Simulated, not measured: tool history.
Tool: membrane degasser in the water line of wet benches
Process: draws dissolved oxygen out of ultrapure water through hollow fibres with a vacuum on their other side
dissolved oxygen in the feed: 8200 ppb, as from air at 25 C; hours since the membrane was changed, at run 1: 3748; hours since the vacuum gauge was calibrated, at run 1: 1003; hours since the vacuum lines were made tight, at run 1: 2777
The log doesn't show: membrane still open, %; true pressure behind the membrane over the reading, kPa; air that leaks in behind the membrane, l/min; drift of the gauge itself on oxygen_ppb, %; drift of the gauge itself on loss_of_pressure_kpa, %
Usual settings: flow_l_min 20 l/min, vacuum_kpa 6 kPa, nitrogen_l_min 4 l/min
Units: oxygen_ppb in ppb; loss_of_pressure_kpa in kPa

| run | day | flow_l_min | vacuum_kpa | nitrogen_l_min | hours since the membrane was changed | hours since the vacuum gauge was calibrated | hours since the vacuum lines were made tight | oxygen_ppb | loss_of_pressure_kpa |
|---|---|---|---|---|---|---|---|---|---|
| 1 | 0 | 20 | 6 | 4 | 3748 | 1003 | 2777 | 405.8 | 58.43 |
| 2 | 5.329 | 20 | 4.87 | 4 | 3876 | 1131 | 2905 | 394.4 | 58.57 |
| 3 | 9.962 | 20 | 6 | 4 | 3987 | 1242 | 3016 | 409 | 58.62 |
| 4 | 14.104 | 20 | 6 | 4 | 4087 | 1341 | 3116 | 421.2 | 58.89 |
| 5 | 19.471 | 20 | 6 | 4 | 4216 | 1470 | 3244 | 408.2 | 59.03 |
| 6 | 24.892 | 20 | 6 | 4 | 4346 | 1600 | 3374 | 423 | 59.29 |
| 7 | 28.262 | 27 | 6 | 4 | 4427 | 1681 | 3455 | 656.8 | 79.53 |
| 8 | 31.458 | 27 | 6 | 4 | 4503 | 1758 | 3532 | 680.9 | 79.86 |
| 9 | 35.767 | 27 | 6 | 4 | 4607 | 1861 | 3635 | 664.9 | 79.82 |
| 10 | 39.112 | 28 | 6 | 4 | 4687 | 1941 | 3716 | 701.4 | 83.17 |
| 11 | 43.017 | 20 | 6.57 | 4 | 4781 | 2035 | 3809 | 437.1 | 59.2 |
| 12 | 45.9 | 20 | 4.77 | 4 | 4850 | 2104 | 3879 | 417.2 | 59.7 |
| 13 | 50.171 | 20 | 4.77 | 2.95 | 4952 | 2207 | 3981 | 425.7 | 59.34 |
| 14 | 53.867 | 20 | 4.77 | 2.95 | 5041 | 2296 | 4070 | 421.7 | 59.56 |
| 15 | 56.967 | 20 | 11.94 | 2.95 | 5115 | 2370 | 4144 | 529.1 | 59.81 |
| 16 | 61.4 | 20 | 11.94 | 2.95 | 5222 | 2476 | 4251 | 547 | 59.84 |
| 17 | 66.2 | 14 | 11.57 | 2.91 | 5337 | 2592 | 4366 | 306.9 | 41.64 |
| 18 | 70.654 | 20 | 6.92 | 2.24 | 5444 | 2698 | 4473 | 474.8 | 60.17 |
| 19 | 75.275 | 20 | 6.92 | 2.24 | 5555 | 2809 | 4584 | 486 | 60.15 |
| 20 | 80.092 | 23 | 4.02 | 6.37 | 5670 | 2925 | 4699 | 519.7 | 68.98 |
| 21 | 84.054 | 23 | 4.02 | 6.37 | 5766 | 3020 | 4794 | 527.5 | 68.91 |
| 22 | 87.7 | 23 | 4.02 | 6.37 | 5853 | 3108 | 4882 | 531.4 | 69.08 |
| 23 | 90.192 | 15 | 9.43 | 2.24 | 5913 | 3167 | 4942 | 346.5 | 45.26 |
|  | 91.004 | seals of the vacuum lines changed |
| 24 | 92.621 | 30 | 9.8 | 2.4 | 5969 | 3224 | 39 | 929.8 | 90.25 |
| 25 | 94.975 | 30 | 9.8 | 3.17 | 6026 | 3280 | 95 | 900.5 | 91.03 |
| 26 | 100.333 | 30 | 9.8 | 3.17 | 6154 | 3409 | 224 | 884 | 90.64 |
| 27 | 103.938 | 18 | 6 | 4.15 | 6241 | 3495 | 310 | 381.4 | 54.14 |
| 28 | 107.154 | 20 | 6 | 2.46 | 6318 | 3572 | 388 | 476 | 60.45 |
| 29 | 110.092 | 20 | 6 | 2.46 | 6388 | 3643 | 458 | 475.2 | 60.87 |
| 30 | 114.646 | 24 | 4.43 | 6.65 | 6498 | 3752 | 567 | 587.8 | 73.3 |
| 31 | 119.571 | 24 | 4.43 | 6.65 | 6616 | 3871 | 686 | 587.1 | 73.64 |
| 32 | 123.854 | 24 | 4.43 | 6.65 | 6719 | 3973 | 788 | 592.4 | 73.29 |

Forecast each of these 4 alternatives for the next run:
| A | 127.217 | 24 | 13.27 | 4 | 6799 | 4054 | 869 | ? | ? |
| B | 127.217 | 19 | 13.69 | 6.65 | 6799 | 4054 | 869 | ? | ? |
| C | 127.217 | 19 | 7.59 | 5.69 | 6799 | 4054 | 869 | ? | ? |
| D | 127.217 | 20 | 6.59 | 7.81 | 6799 | 4054 | 869 | ? | ? |

| run | oxygen_ppb | loss_of_pressure_kpa |
|---|---|---|
| A | 700.2 | 72.67 |
| B | 463.5 | 58.3 |
| C | 432 | 57.85 |
| D | 454 | 61.49 |
Without the tool's hidden state the same runs would have given:
| run | oxygen_ppb | loss_of_pressure_kpa |
|---|---|---|
| A | 569.6 | 66.18 |
| B | 361.7 | 53.11 |
| C | 328.7 | 52.68 |
| D | 344.4 | 56.02 |

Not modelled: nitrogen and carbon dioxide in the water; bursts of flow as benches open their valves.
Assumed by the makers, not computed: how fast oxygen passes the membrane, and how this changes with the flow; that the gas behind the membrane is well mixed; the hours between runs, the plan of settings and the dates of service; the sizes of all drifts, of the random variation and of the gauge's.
